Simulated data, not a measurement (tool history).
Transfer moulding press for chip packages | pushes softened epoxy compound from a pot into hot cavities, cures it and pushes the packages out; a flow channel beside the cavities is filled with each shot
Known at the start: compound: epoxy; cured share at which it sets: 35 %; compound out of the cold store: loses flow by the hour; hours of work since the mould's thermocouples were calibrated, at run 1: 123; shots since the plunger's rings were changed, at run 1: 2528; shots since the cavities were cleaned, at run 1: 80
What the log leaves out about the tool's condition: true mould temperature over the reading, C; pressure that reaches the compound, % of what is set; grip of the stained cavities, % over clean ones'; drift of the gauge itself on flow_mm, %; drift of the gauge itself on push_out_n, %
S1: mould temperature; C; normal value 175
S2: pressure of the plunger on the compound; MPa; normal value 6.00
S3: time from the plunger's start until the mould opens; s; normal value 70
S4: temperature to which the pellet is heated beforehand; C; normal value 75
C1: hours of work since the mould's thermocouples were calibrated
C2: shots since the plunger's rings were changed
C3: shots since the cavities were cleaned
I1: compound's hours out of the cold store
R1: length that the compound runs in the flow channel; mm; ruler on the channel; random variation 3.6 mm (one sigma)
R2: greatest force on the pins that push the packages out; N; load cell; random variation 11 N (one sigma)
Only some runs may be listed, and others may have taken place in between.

run	hour	S1	S2	S3	S4	C1	C2	C3	I1	R1	R2
1	0.0	175	6.00	70	75	123	2528	80	16.1	791	582
# hour 56.9: plunger's sealing rings changed
2	67.0	182	6.00	70	75	159	155	1070	23.3	763	674
# hour 74.1: cavities cleaned with cleaning compound and waxed
3	101.3	182	6.00	70	75	178	658	417	43.3	704	555
# hour 147.2: cavities cleaned with cleaning compound and waxed
4	158.3	182	5.64	70	75	209	1510	171	29.7	703	475
5	190.5	182	5.64	70	75	227	2004	665	44.2	672	619
# hour 222.7: cavities cleaned with cleaning compound and waxed
6	257.4	182	5.64	70	75	264	3008	533	42.0	667	604
# hour 286.0: plunger's sealing rings changed
# hour 300.8: cavities cleaned with cleaning compound and waxed
7	311.4	182	5.64	70	75	292	367	163	26.4	727	488
8	363.0	175	6.00	70	81	321	1158	954	27.3	773	934
# hour 375.4: cavities cleaned with cleaning compound and waxed
9	391.9	175	6.00	70	75	337	1580	254	34.7	749	692
10	444.2	175	6.00	70	75	366	2381	1055	16.0	793	969
# hour 451.1: cavities cleaned with cleaning compound and waxed
11	505.8	175	6.54	70	75	400	3305	840	34.4	763	880
# hour 513.4: plunger's sealing rings changed
# hour 527.9: cavities cleaned with cleaning compound and waxed
12	545.8	175	6.54	70	75	421	475	276	41.7	765	703
# hour 605.1: cavities cleaned with cleaning compound and waxed
13	610.0	183	6.00	70	75	456	1436	75	9.0	787	419
14	645.1	175	6.00	70	75	476	1976	615	31.1	752	875
# hour 678.7: cavities cleaned with cleaning compound and waxed
15	692.9	175	6.00	70	75	502	2685	217	45.6	705	662
# hour 698.6: mould's thermocouples calibrated
16	729.2	175	6.00	70	75	17	3212	744	19.8	781	958
# hour 744.6: plunger's sealing rings changed
# hour 757.4: cavities cleaned with cleaning compound and waxed
17	785.0	175	5.13	70	76	46	596	423	20.7	737	864
# hour 832.6: cavities cleaned with cleaning compound and waxed
18	833.0	175	5.13	70	76	73	1310	6	24.6	729	585

What does the tool deliver on the next run?
19	879.1	179	6.00	104	75	99	2018	714	19.7	?	?

R1: 777 mm
R2: 610 N
Without the tool's hidden state the same run would have given R1 786 mm, R2 359 N.

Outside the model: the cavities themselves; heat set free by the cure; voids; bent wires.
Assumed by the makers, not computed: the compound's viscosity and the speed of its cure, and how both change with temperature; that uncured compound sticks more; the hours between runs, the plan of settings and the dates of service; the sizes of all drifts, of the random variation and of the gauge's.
